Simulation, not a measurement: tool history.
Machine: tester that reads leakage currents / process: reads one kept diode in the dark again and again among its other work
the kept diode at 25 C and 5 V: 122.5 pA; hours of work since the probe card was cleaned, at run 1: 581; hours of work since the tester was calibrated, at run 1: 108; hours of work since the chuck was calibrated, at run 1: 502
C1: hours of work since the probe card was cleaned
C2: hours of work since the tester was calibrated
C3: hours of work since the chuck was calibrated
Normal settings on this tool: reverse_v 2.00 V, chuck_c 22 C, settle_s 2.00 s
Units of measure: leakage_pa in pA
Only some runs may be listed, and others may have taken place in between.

Run 1, hour 0.0: usual settings; C1 581; C2 108; C3 502. Result: leakage_pa 66.10 pA.
Run 2, hour 47.3: usual settings; C1 600; C2 127; C3 521. Result: leakage_pa 65.59 pA.
Run 3, hour 109.8: usual settings; C1 625; C2 152; C3 546. Result: leakage_pa 65.53 pA.
At hour 137.0: chuck's temperature calibrated.
Run 4, hour 165.2: usual settings; C1 646; C2 174; C3 11. Result: leakage_pa 72.17 pA.
Run 5, hour 236.2: usual settings but settle_s 3.47 s; C1 675; C2 202; C3 40. Result: leakage_pa 71.81 pA.
Run 6, hour 286.7: usual settings but settle_s 3.47 s; C1 696; C2 223; C3 60. Result: leakage_pa 71.55 pA.
Run 7, hour 360.9: usual settings but reverse_v 15.35 V, chuck_c 20 C, settle_s 2.03 s; C1 725; C2 253; C3 90. Result: leakage_pa 151.66 pA.
Run 8, hour 417.2: usual settings but reverse_v 1.60 V, chuck_c 21 C, settle_s 0.58 s; C1 748; C2 275; C3 113. Result: leakage_pa 60.70 pA.
Run 9, hour 460.0: usual settings but reverse_v 1.37 V, chuck_c 53 C, settle_s 1.24 s; C1 765; C2 293; C3 130. Result: leakage_pa 559.86 pA.
Run 10, hour 495.3: usual settings but reverse_v 1.37 V, chuck_c 43 C, settle_s 0.72 s; C1 780; C2 307; C3 145. Result: leakage_pa 287.45 pA.
Run 11, hour 527.8: usual settings but reverse_v 9.50 V, chuck_c 38 C, settle_s 0.72 s; C1 793; C2 320; C3 158. Result: leakage_pa 429.73 pA.
Run 12, hour 571.3: usual settings but reverse_v 9.50 V, chuck_c 38 C, settle_s 0.72 s; C1 810; C2 338; C3 175. Result: leakage_pa 428.73 pA.

Branching from run 12: 3 alternative next runs. What would each branch give?
Run A, hour 619.7: usual settings but chuck_c 20 C; C1 830; C2 357; C3 195. Result: leakage_pa ?.
Run B, hour 619.7: usual settings but reverse_v 9.50 V, chuck_c 38 C, settle_s 0.73 s; C1 830; C2 357; C3 195. Result: leakage_pa ?.
Run C, hour 619.7: usual settings but reverse_v 3.54 V, chuck_c 38 C, settle_s 1.20 s; C1 830; C2 357; C3 195. Result: leakage_pa ?.

run  leakage_pa
  A       60.59
  B      426.60
  C      285.96
Stripped of hidden state, with their random variation kept, the same runs would have yielded:
run  leakage_pa
  A       58.42
  B      419.12
  C      286.58
